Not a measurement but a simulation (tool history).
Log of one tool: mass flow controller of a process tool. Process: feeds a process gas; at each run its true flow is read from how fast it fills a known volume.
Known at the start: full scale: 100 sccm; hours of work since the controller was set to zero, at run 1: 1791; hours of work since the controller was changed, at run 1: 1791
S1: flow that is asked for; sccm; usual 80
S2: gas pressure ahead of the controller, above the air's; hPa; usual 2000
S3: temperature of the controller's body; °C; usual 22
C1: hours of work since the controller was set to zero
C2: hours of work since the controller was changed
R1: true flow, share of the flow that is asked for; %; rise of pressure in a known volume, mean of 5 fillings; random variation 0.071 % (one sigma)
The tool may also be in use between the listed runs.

| run | hour | S1 | S2 | S3 | C1 | C2 | R1 |
|---|---|---|---|---|---|---|---|
| 1 | 0 | 80 | 2000 | 22 | 1791 | 1791 | 98.94 |
| 2 | 109.2 | 80 | 2000 | 22 | 1841 | 1841 | 98.94 |
| 3 | 184.9 | 80 | 2000 | 22 | 1875 | 1875 | 98.97 |
| 4 | 240.3 | 80 | 2000 | 32 | 1900 | 1900 | 98.68 |
| 5 | 298.9 | 80 | 2000 | 32 | 1927 | 1927 | 98.54 |
| 6 | 416.3 | 80 | 2000 | 22 | 1980 | 1980 | 98.78 |
| 7 | 483.2 | 71 | 2000 | 22 | 2011 | 2011 | 98.8 |
| 8 | 560.9 | 71 | 2000 | 22 | 2046 | 2046 | 98.8 |
| 9 | 612.9 | 71 | 2000 | 22 | 2070 | 2070 | 98.71 |
| 10 | 702.6 | 71 | 2000 | 22 | 2111 | 2111 | 98.95 |
| 11 | 791.4 | 37 | 2000 | 22 | 2151 | 2151 | 98.41 |
| 12 | 877.9 | 37 | 2000 | 22 | 2190 | 2190 | 98.37 |
| 13 | 994.8 | 37 | 2000 | 22 | 2244 | 2244 | 98.55 |
| 14 | 1119.3 | 37 | 2000 | 22 | 2300 | 2300 | 98.32 |
| 15 | 1184.3 | 37 | 2000 | 22 | 2330 | 2330 | 98.45 |
| 16 | 1309.2 | 37 | 2000 | 22 | 2387 | 2387 | 98.36 |
| 17 | 1366.4 | 37 | 2000 | 22 | 2413 | 2413 | 98.32 |
| 18 | 1440.3 | 37 | 2000 | 22 | 2446 | 2446 | 98.38 |
| 19 | 1560.7 | 37 | 2000 | 22 | 2501 | 2501 | 98.34 |
| 20 | 1683 | 80 | 2000 | 25 | 2557 | 2557 | 98.56 |
| 21 | 1799.7 | 80 | 1620 | 25 | 2610 | 2610 | 98.68 |
| 22 | 1865.9 | 80 | 1620 | 25 | 2640 | 2640 | 98.54 |
| 23 | 1972 | 50 | 1620 | 25 | 2688 | 2688 | 98.37 |
| 24 | 2056.8 | 50 | 1620 | 35 | 2727 | 2727 | 98.26 |
| 25 | 2127 | 42 | 2000 | 22 | 2759 | 2759 | 98.34 |
| 26 | 2181.1 | 42 | 2260 | 22 | 2783 | 2783 | 98.27 |
| 27 | 2258.7 | 33 | 2260 | 23 | 2818 | 2818 | 98.2 |
| 28 | 2334.4 | 22 | 1600 | 25 | 2853 | 2853 | 98.41 |
| 29 | 2436.3 | 47 | 2210 | 22 | 2899 | 2899 | 98.11 |
| 30 | 2521.3 | 80 | 1740 | 22 | 2938 | 2938 | 98.52 |
| 31 | 2627.9 | 80 | 1740 | 22 | 2986 | 2986 | 98.53 |
| 32 | 2704.2 | 80 | 1740 | 22 | 3021 | 3021 | 98.52 |
| 33 | 2769.6 | 80 | 1740 | 22 | 3051 | 3051 | 98.6 |
| 34 | 2861.4 | 15 | 2000 | 22 | 3093 | 3093 | 98.57 |
| 35 | 2927.3 | 15 | 2000 | 22 | 3123 | 3123 | 98.46 |
| 36 | 2992.9 | 15 | 2000 | 22 | 3152 | 3152 | 98.45 |
| 37 | 3105.4 | 49 | 1710 | 22 | 3204 | 3204 | 98.17 |
| 38 | 3218.6 | 49 | 1710 | 22 | 3255 | 3255 | 98.23 |
| 39 | 3337.7 | 20 | 1710 | 21 | 3309 | 3309 | 98.32 |
| 40 | 3443.5 | 80 | 2580 | 22 | 3357 | 3357 | 98.13 |
| 41 | 3549 | 64 | 2580 | 22 | 3405 | 3405 | 97.98 |
| 42 | 3647.7 | 44 | 2350 | 22 | 3450 | 3450 | 97.87 |
| 43 | 3744.3 | 44 | 2350 | 22 | 3494 | 3494 | 97.96 |
| 44 | 3845.2 | 41 | 2100 | 32 | 3540 | 3540 | 97.78 |
| 45 | 3899.4 | 47 | 2100 | 36 | 3565 | 3565 | 97.74 |
| 46 | 3987.9 | 16 | 2090 | 22 | 3605 | 3605 | 98.25 |
| 47 | 4052.1 | 32 | 1470 | 31 | 3634 | 3634 | 98.01 |

Measured less the same run without the tool's hidden state. The same run-to-run variation is in both; the gauge's scatter may not be:
The hidden state here: flow at rest that the sensor doesn't see, % of full scale; true flow over the shown one, %; drift of the gauge itself on true_pct, %.
| run | R1 |
|---|---|
| 1 | -0.91 |
| 2 | -0.92 |
| 3 | -0.94 |
| 4 | -0.95 |
| 5 | -0.96 |
| 6 | -0.98 |
| 7 | -0.98 |
| 8 | -0.99 |
| 9 | -1 |
| 10 | -1.02 |
| 11 | -0.9 |
| 12 | -0.92 |
| 13 | -0.94 |
| 14 | -0.95 |
| 15 | -0.97 |
| 16 | -0.98 |
| 17 | -0.99 |
| 18 | -1 |
| 19 | -1.03 |
| 20 | -1.21 |
| 21 | -1.24 |
| 22 | -1.25 |
| 23 | -1.17 |
| 24 | -1.19 |
| 25 | -1.16 |
| 26 | -1.16 |
| 27 | -1.09 |
| 28 | -0.91 |
| 29 | -1.23 |
| 30 | -1.36 |
| 31 | -1.38 |
| 32 | -1.4 |
| 33 | -1.41 |
| 34 | -0.67 |
| 35 | -0.68 |
| 36 | -0.69 |
| 37 | -1.36 |
| 38 | -1.38 |
| 39 | -0.95 |
| 40 | -1.53 |
| 41 | -1.51 |
| 42 | -1.41 |
| 43 | -1.43 |
| 44 | -1.41 |
| 45 | -1.48 |
| 46 | -0.82 |
| 47 | -1.34 |

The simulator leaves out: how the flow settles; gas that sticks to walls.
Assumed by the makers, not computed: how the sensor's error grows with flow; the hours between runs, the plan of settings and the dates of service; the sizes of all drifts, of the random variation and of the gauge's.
